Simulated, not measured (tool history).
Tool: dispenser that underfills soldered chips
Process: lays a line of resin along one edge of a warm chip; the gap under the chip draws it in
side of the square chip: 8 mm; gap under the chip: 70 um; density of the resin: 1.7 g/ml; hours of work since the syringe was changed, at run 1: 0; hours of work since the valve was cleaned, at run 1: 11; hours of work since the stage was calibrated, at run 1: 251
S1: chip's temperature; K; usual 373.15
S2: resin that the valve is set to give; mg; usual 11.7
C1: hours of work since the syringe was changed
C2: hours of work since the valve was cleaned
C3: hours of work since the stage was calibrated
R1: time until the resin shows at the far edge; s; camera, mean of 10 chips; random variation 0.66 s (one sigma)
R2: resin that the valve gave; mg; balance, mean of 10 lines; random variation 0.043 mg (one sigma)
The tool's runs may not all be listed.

| run | hour | S1 | S2 | C1 | C2 | C3 | R1 | R2 |
|---|---|---|---|---|---|---|---|---|
| 1 | 0.0 | 373.15 | 11.7 | 0 | 11 | 251 | 62.8 | 11.66 |
| 2 | 6.9 | 373.15 | 11.7 | 6 | 17 | 256 | 89.6 | 11.56 |
| 3 | 12.0 | 373.15 | 11.7 | 10 | 21 | 260 | 114.9 | 11.54 |
|  | 14.4 | new syringe of resin |
| 4 | 16.9 | 373.15 | 11.7 | 2 | 24 | 264 | 68.6 | 11.47 |
| 5 | 24.9 | 373.15 | 11.7 | 8 | 31 | 270 | 103.9 | 11.43 |
|  | 28.8 | new syringe of resin |
| 6 | 33.4 | 373.15 | 12.8 | 4 | 37 | 276 | 78.4 | 12.44 |
| 7 | 38.9 | 380.15 | 12.8 | 8 | 41 | 280 | 75.7 | 12.41 |
|  | 43.8 | new syringe of resin |
| 8 | 48.0 | 380.15 | 12.8 | 3 | 48 | 287 | 55.2 | 12.27 |
| 9 | 57.0 | 372.15 | 12.8 | 10 | 55 | 294 | 124.4 | 12.29 |
|  | 58.4 | new syringe of resin |
| 10 | 61.4 | 373.15 | 11.7 | 2 | 58 | 298 | 71.9 | 11.13 |
| 11 | 68.5 | 360.15 | 13.5 | 8 | 64 | 303 | 188.2 | 12.89 |
|  | 73.2 | new syringe of resin |
| 12 | 74.9 | 370.15 | 12.8 | 1 | 69 | 308 | 77.0 | 12.09 |
| 13 | 83.6 | 366.15 | 11.5 | 8 | 75 | 315 | 142.0 | 10.80 |
|  | 87.3 | dispensing valve cleaned and set on the balance |
|  | 89.2 | new syringe of resin |
| 14 | 89.6 | 367.15 | 12.1 | 0 | 2 | 318 | 85.1 | 12.05 |
| 15 | 95.3 | 367.15 | 12.1 | 5 | 6 | 323 | 112.6 | 11.99 |
| 16 | 100.8 | 367.15 | 12.1 | 9 | 10 | 327 | 146.8 | 11.91 |
|  | 103.7 | new syringe of resin |
| 17 | 106.5 | 382.15 | 14.6 | 2 | 14 | 331 | 47.9 | 14.35 |
| 18 | 111.7 | 382.15 | 14.6 | 6 | 18 | 335 | 61.4 | 14.35 |
|  | 118.4 | new syringe of resin |
| 19 | 120.1 | 382.15 | 14.6 | 1 | 25 | 341 | 44.6 | 14.32 |
| 20 | 129.1 | 359.15 | 10.5 | 8 | 32 | 348 | 205.6 | 10.19 |

3 ways to go on from here, each from the tool as it stands after run 20. What would each give?
|  | 132.9 | new syringe of resin |
| A | 135.2 | 384.15 | 12.2 | 2 | 36 | 353 | ? | ? |
|  | 132.9 | new syringe of resin |
| B | 135.2 | 367.15 | 12.6 | 2 | 36 | 353 | ? | ? |
|  | 132.9 | new syringe of resin |
| C | 135.2 | 365.15 | 13.8 | 2 | 36 | 353 | ? | ? |

| run | R1 | R2 |
|---|---|---|
| A | 43.6 | 11.73 |
| B | 91.3 | 12.26 |
| C | 100.0 | 13.32 |
Without the tool's hidden state the same runs would have given:
| run | R1 | R2 |
|---|---|---|
| A | 36.2 | 12.15 |
| B | 75.1 | 12.69 |
| C | 82.4 | 13.79 |
